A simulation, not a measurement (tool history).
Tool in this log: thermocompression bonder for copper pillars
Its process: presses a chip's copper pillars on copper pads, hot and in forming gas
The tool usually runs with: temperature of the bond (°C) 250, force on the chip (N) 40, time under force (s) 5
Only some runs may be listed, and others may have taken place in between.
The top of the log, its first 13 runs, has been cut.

run	day	temperature of the bond (°C)	force on the chip (N)	time under force (s)	hours of work since the heater was calibrated	hours of work since the force cell was calibrated	hours of work since the gas filter was changed	force that shears a chip off (N)
14	15.029	246	40	5	348	348	73	71.1
15	16.138	258	40	5	362	362	87	84.0
16	17.650	250	40	5	381	381	106	76.1
17	18.371	250	40	5	390	390	115	75.2
18	19.200	250	40	5	401	401	126	76.0
19	20.171	250	40	3	413	413	138	63.8
20	21.112	250	40	5	425	425	150	75.9
21	22.408	238	45	5	442	442	167	70.6
22	23.083	250	40	7	450	450	175	83.7
23	23.783	278	38	5	459	459	184	98.7
24	24.817	260	54	3	472	472	197	86.2
25	26.333	260	54	3	492	492	217	88.3
26	27.625	263	58	3	508	508	233	94.6
# day 28.246: forming gas filter changed
27	29.071	259	45	3	526	526	11	78.3
28	29.804	250	39	5	536	536	20	74.7

Predict the results of run 29:
29	31.167	250	39	3	553	553	37	?

Run 29 measured force that shears a chip off (N) 62.8.
If the tool had no hidden condition, the same run with the same run-to-run variation would have returned force that shears a chip off (N) 62.9.
